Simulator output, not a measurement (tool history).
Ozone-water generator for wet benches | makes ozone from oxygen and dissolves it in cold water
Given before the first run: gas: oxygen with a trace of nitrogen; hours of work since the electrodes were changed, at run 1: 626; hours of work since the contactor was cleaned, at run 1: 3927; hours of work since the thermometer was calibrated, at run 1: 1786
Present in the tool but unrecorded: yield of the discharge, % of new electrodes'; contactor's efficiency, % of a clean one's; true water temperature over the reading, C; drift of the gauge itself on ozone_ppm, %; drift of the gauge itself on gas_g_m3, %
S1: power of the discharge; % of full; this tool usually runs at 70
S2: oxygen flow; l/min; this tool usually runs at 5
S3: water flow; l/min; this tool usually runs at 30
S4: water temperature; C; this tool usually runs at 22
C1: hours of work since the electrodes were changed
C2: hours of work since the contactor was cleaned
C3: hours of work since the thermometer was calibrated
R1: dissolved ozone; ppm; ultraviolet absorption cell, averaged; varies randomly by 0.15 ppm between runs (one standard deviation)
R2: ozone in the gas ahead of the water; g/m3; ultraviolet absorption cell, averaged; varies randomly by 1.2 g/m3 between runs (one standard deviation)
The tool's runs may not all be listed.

run    hour  S1    S2  S3  S4    C1    C2    C3    R1     R2
  1       0  70     5  30  22   626  3927  1786    19  210.4
  2    40.9  70     5  30  22   653  3953  1813  18.9    212
  3   139.1  70     5  30  22   718  4018  1877  18.9  212.5
  4   200.6  86     5  30  22   758  4059  1918  21.9  243.2
  5   258.4  86     5  30  22   796  4097  1956    22  244.1
  6   327.3  86     5  30  22   842  4142  2001  21.7  240.2
  7   396.9  86     5  30  22   887  4188  2047  21.8  243.7
  8   440.1  86     5  30  22   916  4216  2075  21.9  240.5
  9   500.5  70     5  26  22   956  4256  2115  21.6  211.9
 10   567.8  70     5  30  22  1000  4300  2159  19.5    213
 11   618.4  70     5  30  22  1033  4333  2193  19.3    211
 12   686.6  70  3.23  30  22  1078  4378  2238  19.2  283.9
 13     739  70     5  47  22  1113  4413  2272  12.4  212.9
 14   809.5  70     5  30  23  1159  4459  2318  18.9  208.8
 15   901.3  70     5  30  23  1219  4519  2379  18.6  210.6
 16   946.8  41     5  30  22  1249  4549  2409  13.3  145.2
 17  1001.7  41     5  30  22  1285  4585  2445  13.4  147.2
 18  1068.3  41     5  30  22  1329  4629  2489  13.5  148.1
     1098.2  -- water thermometer calibrated
 19  1132.7  41  5.44  30  27  1371  4671    23  12.4  139.5
 20  1182.6  88  5.44  20  27  1404  4704    56  27.7  233.3
 21  1239.1  88  5.44  20  27  1441  4741    93  27.7  233.5
 22  1289.1  88  5.44  20  27  1474  4774   126  27.6  232.7
 23  1360.4  46   3.3  34  27  1521  4821   172  12.2  211.6
 24  1444.2  41  3.95  22  24  1576  4876   228    17  174.1
 25  1504.8  70  3.77  18  22  1616  4916   267  29.1  256.9
 26  1601.9  70  3.77  18  22  1680  4980   331  29.1    257
 27    1701  70  3.77  18  22  1745  5045   397  29.2  254.2
 28  1771.1  70  3.77  22  24  1791  5091   443  24.3    256
 29  1814.4  68  5.24  30  27  1820  5120   471  17.6  197.5
 30  1860.5  43  5.24  45  27  1850  5150   501   8.8  147.2
 31  1958.5  82  4.49  45  27  1914  5215   566  13.7  252.8
 32  2018.6  75  4.49  45  29  1954  5254   605  12.5  237.5
 33  2080.1  75  4.49  45  29  1994  5295   646  12.5  237.6

Here are 4 independent what-if runs from the current tool condition. What would each one return?
  A  2147.9  72     5  30  22  2039  5339  691   ?   ?
  B  2147.9  78  4.49  45  29  2039  5339  691   ?   ?
  C  2147.9  55  4.85  30  22  2039  5339  691   ?   ?
  D  2147.9  47  4.62  30  14  2039  5339  691   ?   ?

run    R1     R2
  A  19.4  215.3
  B    13  242.7
  C  16.3  183.8
  D    16  170.5
Without the tool's hidden state the same runs would have given:
run    R1     R2
  A  19.5  215.3
  B    13  242.8
  C  16.3  183.8
  D    16  170.5
